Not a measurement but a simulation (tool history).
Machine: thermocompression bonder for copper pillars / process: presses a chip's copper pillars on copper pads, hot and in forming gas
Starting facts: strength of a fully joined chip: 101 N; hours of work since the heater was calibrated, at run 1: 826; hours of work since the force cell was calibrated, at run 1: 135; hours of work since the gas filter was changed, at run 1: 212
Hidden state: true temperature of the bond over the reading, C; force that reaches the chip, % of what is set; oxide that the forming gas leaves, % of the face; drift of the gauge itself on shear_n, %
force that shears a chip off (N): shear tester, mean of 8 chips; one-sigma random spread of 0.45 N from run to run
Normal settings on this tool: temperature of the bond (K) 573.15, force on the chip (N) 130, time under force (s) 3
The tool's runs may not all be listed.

run,hour,temperature of the bond (K),force on the chip (N),time under force (s),hours of work since the heater was calibrated,hours of work since the force cell was calibrated,hours of work since the gas filter was changed,force that shears a chip off (N)
1,0.0,573.15,130,3,826,135,212,43.5
2,16.9,573.15,130,3,833,142,219,43.9
3,34.0,573.15,130,3,840,149,226,43.3
4,44.0,581.15,130,3,844,153,230,48.1
5,53.4,581.15,130,3,847,157,234,47.4
6,71.4,581.15,130,3,855,164,241,47.1
7,80.5,581.15,130,3,858,168,244,48.0
8,94.2,581.15,130,3,864,173,250,47.3
9,110.9,573.15,81,3,870,180,257,30.5
10,128.3,573.15,81,3,877,187,264,30.1
11,136.6,573.15,81,3,881,190,267,30.7
12,150.2,573.15,81,3,886,196,272,30.5
13,165.8,573.15,81,3,892,202,279,30.1
14,179.4,603.15,81,3,898,207,284,42.3
15,193.3,553.15,108,2,903,213,290,25.2

The next listed run, before its measurement:
16,204.1,589.15,180,4,908,217,294,?

{"run 16": {"force that shears a chip off (N)": 67.0}}
Take away the tool's hidden state, keep the run-to-run variation as it was, and the same run would have given force that shears a chip off (N) 63.1.

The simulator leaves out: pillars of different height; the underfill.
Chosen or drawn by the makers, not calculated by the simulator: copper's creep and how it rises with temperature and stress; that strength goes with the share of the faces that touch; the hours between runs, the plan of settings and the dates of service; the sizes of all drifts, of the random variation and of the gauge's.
